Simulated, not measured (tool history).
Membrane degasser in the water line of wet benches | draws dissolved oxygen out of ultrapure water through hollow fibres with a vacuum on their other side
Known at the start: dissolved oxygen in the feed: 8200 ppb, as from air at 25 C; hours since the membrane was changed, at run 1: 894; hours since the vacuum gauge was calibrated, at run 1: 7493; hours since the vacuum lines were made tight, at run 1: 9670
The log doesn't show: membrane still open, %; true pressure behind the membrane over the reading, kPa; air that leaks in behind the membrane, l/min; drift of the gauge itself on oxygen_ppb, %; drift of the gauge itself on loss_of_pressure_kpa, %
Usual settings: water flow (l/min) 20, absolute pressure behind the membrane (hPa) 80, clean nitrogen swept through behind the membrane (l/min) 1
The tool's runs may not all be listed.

run     day  water flow (l/min)  absolute pressure behind the membrane (hPa)  clean nitrogen swept through behind the membrane (l/min)  hours since the membrane was changed  hours since the vacuum gauge was calibrated  hours since the vacuum lines were made tight  dissolved oxygen in the water behind the degasser (ppb)  pressure that the water loses in the fibres (hPa)
  1       0                  20                                           80                                                         1                                   894                                         7493                                          9670                                                    230.4                                              369.5
  2   2.071                  20                                           80                                                         1                                   944                                         7543                                          9720                                                    228.9                                              369.6
  3   3.688                  20                                           80                                                      0.58                                   982                                         7582                                          9759                                                      356                                              368.8
  4   5.096                  20                                           80                                                      0.58                                  1016                                         7615                                          9792                                                    354.4                                              369.5
  5   7.279                  20                                           80                                                      0.58                                  1069                                         7668                                          9845                                                    355.2                                              369.8
  6   8.921                  20                                           80                                                      0.58                                  1108                                         7707                                          9884                                                    355.8                                                368
  7   9.858                  20                                           80                                                         1                                  1131                                         7730                                          9907                                                    230.9                                              370.6
  8  11.417                  20                                           80                                                         1                                  1168                                         7767                                          9944                                                      231                                              370.4
  9  13.121                  20                                           80                                                         1                                  1209                                         7808                                          9985                                                    230.7                                              368.2
 10  14.671                  20                                           80                                                         1                                  1246                                         7845                                         10022                                                    231.8                                                368
 11  16.567                  20                                           80                                                         1                                  1292                                         7891                                         10068                                                      230                                              371.7
 12  18.217                  20                                           80                                                         1                                  1331                                         7930                                         10107                                                    230.4                                                369
 13   19.45                  20                                           80                                                         1                                  1361                                         7960                                         10137                                                    230.4                                              369.9
 14  21.433                  20                                        111.1                                                         1                                  1408                                         8007                                         10184                                                    364.1                                              371.1
 15  23.396                  20                                           80                                                         1                                  1455                                         8055                                         10232                                                    230.3                                              370.2
 16  24.617                  20                                           80                                                         1                                  1485                                         8084                                         10261                                                    231.8                                              368.4
 17   25.75                  20                                           80                                                         1                                  1512                                         8111                                         10288                                                      232                                              370.8
 18  27.754                  20                                         77.6                                                      2.34                                  1560                                         8159                                         10336                                                    106.3                                              370.7
 19  29.221                  19                                        110.4                                                      0.57                                  1595                                         8194                                         10371                                                      538                                                351
 20   30.75                  17                                           80                                                         1                                  1632                                         8231                                         10408                                                    198.7                                                316
 21  31.775                  19                                         78.1                                                      1.77                                  1657                                         8256                                         10433                                                    129.9                                              350.7
 22  33.804                  19                                         78.1                                                      1.77                                  1705                                         8304                                         10481                                                    130.6                                              350.9
 23  35.021                  20                                         71.4                                                         1                                  1734                                         8334                                         10511                                                    194.1                                                369
 24  36.925                  20                                         71.4                                                         1                                  1780                                         8379                                         10556                                                    194.5                                              371.5
 25  38.262                  29                                        144.6                                                      1.86                                  1812                                         8411                                         10588                                                    436.4                                              538.4
 26  40.083                  17                                        122.7                                                      0.73                                  1856                                         8455                                         10632                                                    467.3                                              312.4
     40.367  -- vacuum gauge calibrated
 27  41.704                  17                                         83.9                                                      2.75                                  1894                                           32                                         10671                                                     81.7                                              315.3
 28  42.883                  17                                        162.8                                                      2.75                                  1923                                           60                                         10699                                                    200.8                                              315.4
 29  44.417                  16                                        162.8                                                      2.75                                  1959                                           97                                         10736                                                    190.8                                              294.8
 30  45.612                  20                                        103.2                                                      1.01                                  1988                                          126                                         10764                                                    312.4                                              370.4
 31  47.746                  21                                         88.2                                                      0.99                                  2039                                          177                                         10815                                                    267.3                                              389.5

Measured less the same run without the tool's hidden state. The same run-to-run variation is in both; the gauge's scatter may not be:
run  dissolved oxygen in the water behind the degasser (ppb)  pressure that the water loses in the fibres (hPa)
  1                                                    +14.2                                               +0.8
  2                                                    +14.2                                               +0.8
  3                                                    +18.5                                               +0.9
  4                                                    +18.4                                               +0.9
  5                                                    +18.6                                                 +1
  6                                                    +18.8                                                 +1
  7                                                    +14.7                                                 +1
  8                                                    +14.8                                                 +1
  9                                                    +14.8                                                 +1
 10                                                      +15                                               +1.2
 11                                                    +14.9                                               +1.2
 12                                                    +15.1                                               +1.2
 13                                                    +15.1                                               +1.2
 14                                                    +17.6                                               +1.2
 15                                                    +15.3                                               +1.3
 16                                                    +15.5                                               +1.3
 17                                                    +15.5                                               +1.4
 18                                                     +8.3                                               +1.4
 19                                                    +21.3                                               +1.4
 20                                                    +14.9                                               +1.3
 21                                                    +10.3                                               +1.4
 22                                                    +10.4                                               +1.5
 23                                                    +15.3                                               +1.6
 24                                                    +15.4                                               +1.6
 25                                                    +16.4                                               +2.4
 26                                                    +22.2                                               +1.4
 27                                                     +2.3                                               +1.5
 28                                                     +7.2                                               +1.5
 29                                                     +7.5                                               +1.4
 30                                                     +4.1                                               +1.8
 31                                                     +2.6                                                 +2
